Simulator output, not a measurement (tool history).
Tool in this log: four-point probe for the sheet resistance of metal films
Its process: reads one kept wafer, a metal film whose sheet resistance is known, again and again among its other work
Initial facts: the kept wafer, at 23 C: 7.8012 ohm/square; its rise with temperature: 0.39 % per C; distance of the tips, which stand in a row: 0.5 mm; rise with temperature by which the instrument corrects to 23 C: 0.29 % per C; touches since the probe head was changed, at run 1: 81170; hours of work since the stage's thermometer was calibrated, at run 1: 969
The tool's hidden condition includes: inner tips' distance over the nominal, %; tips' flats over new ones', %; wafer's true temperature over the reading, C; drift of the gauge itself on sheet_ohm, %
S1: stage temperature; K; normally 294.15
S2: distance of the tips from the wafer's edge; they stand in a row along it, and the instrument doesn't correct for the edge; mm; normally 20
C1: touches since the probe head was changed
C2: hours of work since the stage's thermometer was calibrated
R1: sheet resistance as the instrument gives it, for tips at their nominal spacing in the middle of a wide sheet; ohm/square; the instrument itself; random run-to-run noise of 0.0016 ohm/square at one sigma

Run 1, hour 0.0: usual settings; C1 81170; C2 969. Result: R1 7.692711 ohm/square.
Run 2, hour 63.4: usual settings; C1 83986; C2 1016. Result: R1 7.690610 ohm/square.
Run 3, hour 190.0: usual settings; C1 89609; C2 1110. Result: R1 7.685926 ohm/square.
At hour 278.7: new probe head fitted.
Run 4, hour 314.9: usual settings; C1 1608; C2 1203. Result: R1 7.820100 ohm/square.
Run 5, hour 445.4: usual settings; C1 7402; C2 1300. Result: R1 7.817223 ohm/square.
Run 6, hour 566.7: usual settings but S2 6 mm; C1 12789; C2 1391. Result: R1 7.841335 ohm/square.
Run 7, hour 640.1: usual settings; C1 16049; C2 1446. Result: R1 7.809294 ohm/square.
Run 8, hour 705.4: usual settings; C1 18950; C2 1494. Result: R1 7.807551 ohm/square.
Run 9, hour 832.5: usual settings but S2 40 mm; C1 24594; C2 1589. Result: R1 7.800908 ohm/square.
Run 10, hour 928.0: usual settings but S2 40 mm; C1 28835; C2 1661. Result: R1 7.796367 ohm/square.
Run 11, hour 1051.4: usual settings but S2 40 mm; C1 34316; C2 1753. Result: R1 7.792512 ohm/square.
Run 12, hour 1133.9: usual settings but S2 40 mm; C1 37976; C2 1814. Result: R1 7.787278 ohm/square.
Run 13, hour 1188.4: usual settings but S2 40 mm; C1 40399; C2 1855. Result: R1 7.784961 ohm/square.
Run 14, hour 1296.5: usual settings but S2 40 mm; C1 45197; C2 1936. Result: R1 7.778017 ohm/square.
At hour 1339.0: stage's thermometer calibrated.
Run 15, hour 1398.0: usual settings but S1 291.15 K, S2 6 mm; C1 49683; C2 44. Result: R1 7.792610 ohm/square.
Run 16, hour 1464.4: usual settings but S1 296.15 K, S2 8 mm; C1 52633; C2 94. Result: R1 7.810240 ohm/square.
Run 17, hour 1559.0: usual settings but S1 296.15 K, S2 8 mm; C1 56834; C2 164. Result: R1 7.806898 ohm/square.
Run 18, hour 1616.3: usual settings but S1 296.15 K, S2 8 mm; C1 59377; C2 207. Result: R1 7.806190 ohm/square.
Run 19, hour 1727.1: usual settings but S1 296.15 K, S2 59 mm; C1 64300; C2 290. Result: R1 7.785299 ohm/square.
Run 20, hour 1837.3: usual settings but S1 296.15 K, S2 59 mm; C1 69191; C2 372. Result: R1 7.780001 ohm/square.
Run 21, hour 1949.6: usual settings but S1 296.15 K, S2 59 mm; C1 74178; C2 456. Result: R1 7.775334 ohm/square.
Run 22, hour 2062.5: usual settings but S1 296.15 K, S2 59 mm; C1 79191; C2 540. Result: R1 7.771830 ohm/square.
Run 23, hour 2190.7: usual settings but S1 296.15 K, S2 59 mm; C1 84884; C2 636. Result: R1 7.767089 ohm/square.
Run 24, hour 2252.5: usual settings but S1 303.15 K, S2 3 mm; C1 87631; C2 682. Result: R1 7.927853 ohm/square.
Run 25, hour 2347.5: usual settings but S1 305.15 K, S2 4 mm; C1 91850; C2 753. Result: R1 7.886209 ohm/square.
At hour 2386.5: new probe head fitted.
Run 26, hour 2410.0: usual settings but S1 301.15 K, S2 25 mm; C1 1042; C2 799. Result: R1 7.811400 ohm/square.
Run 27, hour 2501.9: usual settings but S2 16 mm; C1 5124; C2 867. Result: R1 7.759805 ohm/square.

Describe how what the log doesn't record of the tool's condition differs between the last listed run preceding each entry between runs and the first listed run following it.
In the gap between runs 3 and 4: new probe head fitted (hour 278.7)
  inner tips' distance over the nominal, %: -1.2 -> 0.445; tips' flats over new ones', %: 96 -> 2; wafer's true temperature over the reading, C: -0.13 -> -0.14
  difference, measured minus the result without the unlogged condition, R1: -0.104886 -> +0.033223 ohm/square
In the gap between runs 14 and 15: stage's thermometer calibrated (hour 1339.0)
  inner tips' distance over the nominal, %: 0.006 -> -0.041; tips' flats over new ones', %: 50 -> 55; wafer's true temperature over the reading, C: -0.23 -> 0.04
  difference, measured minus the result without the unlogged condition, R1: -0.006617 -> -0.002212 ohm/square
In the gap between runs 25 and 26: new probe head fitted (hour 2386.5)
  inner tips' distance over the nominal, %: -0.482 -> -0.282; tips' flats over new ones', %: 102 -> 1; wafer's true temperature over the reading, C: -0.05 -> -0.06
  difference, measured minus the result without the unlogged condition, R1: -0.042790 -> -0.025574 ohm/square
